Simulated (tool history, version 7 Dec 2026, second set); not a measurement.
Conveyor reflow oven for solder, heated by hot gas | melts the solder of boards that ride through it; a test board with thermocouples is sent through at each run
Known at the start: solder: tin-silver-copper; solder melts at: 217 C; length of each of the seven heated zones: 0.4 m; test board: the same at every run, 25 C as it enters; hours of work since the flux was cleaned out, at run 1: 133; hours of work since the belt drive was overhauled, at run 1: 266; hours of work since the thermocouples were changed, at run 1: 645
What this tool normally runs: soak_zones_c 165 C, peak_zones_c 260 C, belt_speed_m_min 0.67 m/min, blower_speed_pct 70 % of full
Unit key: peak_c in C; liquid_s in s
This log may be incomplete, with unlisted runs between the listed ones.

run    day  soak_zones_c  peak_zones_c  belt_speed_m_min  blower_speed_pct  hours of work since the flux was cleaned out  hours of work since the belt drive was overhauled  hours of work since the thermocouples were changed  peak_c  liquid_s
  1      0           165           260              0.67                70                                           133                                                266                                                 645  247.49      49.6
     0.175  -- thermocouples of zones 6 and 7 changed
  2  0.512           167           260              0.67                70                                           138                                                271                                                   3  248.77      51.1
  3  1.008           165           260              0.67                70                                           143                                                276                                                   9  248.33      50.1
  4  1.571           165           260              0.67                70                                           149                                                282                                                  14  248.54        50
  5  1.917           165           260              0.67                70                                           152                                                285                                                  18   248.3      50.1
  6  2.383           165           260              0.67                70                                           157                                                290                                                  23  248.42      50.3
  7  2.675           165           260              0.67                70                                           160                                                293                                                  26  248.35      50.3
  8  3.104           165           260              0.67                70                                           164                                                298                                                  30  248.26      50.2
  9  3.446           161           260              0.67                70                                           168                                                301                                                  34  247.71      48.8
 10  3.842           161           260              0.67                70                                           172                                                305                                                  38  247.92      48.9
     4.579  -- flux residue cleaned out of gas plates and filters
 11  4.625           159           274              0.67                70                                             0                                                311                                                  44  261.07        56
 12  5.138           165           260              0.67                70                                             6                                                316                                                  49  248.68      50.4
 13  5.575           165           260             0.593                60                                            10                                                321                                                  53  250.03      59.1
 14  6.075           165           260             0.593                60                                            15                                                326                                                  59  250.14        59
 15  6.758           165           261             0.547                60                                            22                                                333                                                  66  252.76      67.1
 16  7.375           155           255              0.74                75                                            29                                                339                                                  72   240.7      36.6

What if the next run were any one of these 5? Each begins from the tool's condition after run 16:
  A  7.942           155           255             0.695                72                                            35                                                345                                                  78       ?         ?
  B  7.942           174           260              0.67                60                                            35                                                345                                                  78       ?         ?
  C  7.942           158           273              0.67                66                                            35                                                345                                                  78       ?         ?
  D  7.942           157           255              0.74                75                                            35                                                345                                                  78       ?         ?
  E  7.942           155           255              0.74                55                                            35                                                345                                                  78       ?         ?

run  peak_c  liquid_s
  A  242.01      40.8
  B  248.07      52.5
  C  259.08      54.8
  D  240.97      37.3
  E  236.42      31.2
Without the tool's unlogged condition, the same runs would have read:
run  peak_c  liquid_s
  A  242.28      40.7
  B  248.31      52.1
  C  259.32      54.4
  D  241.24      37.2
  E  236.61      31.1
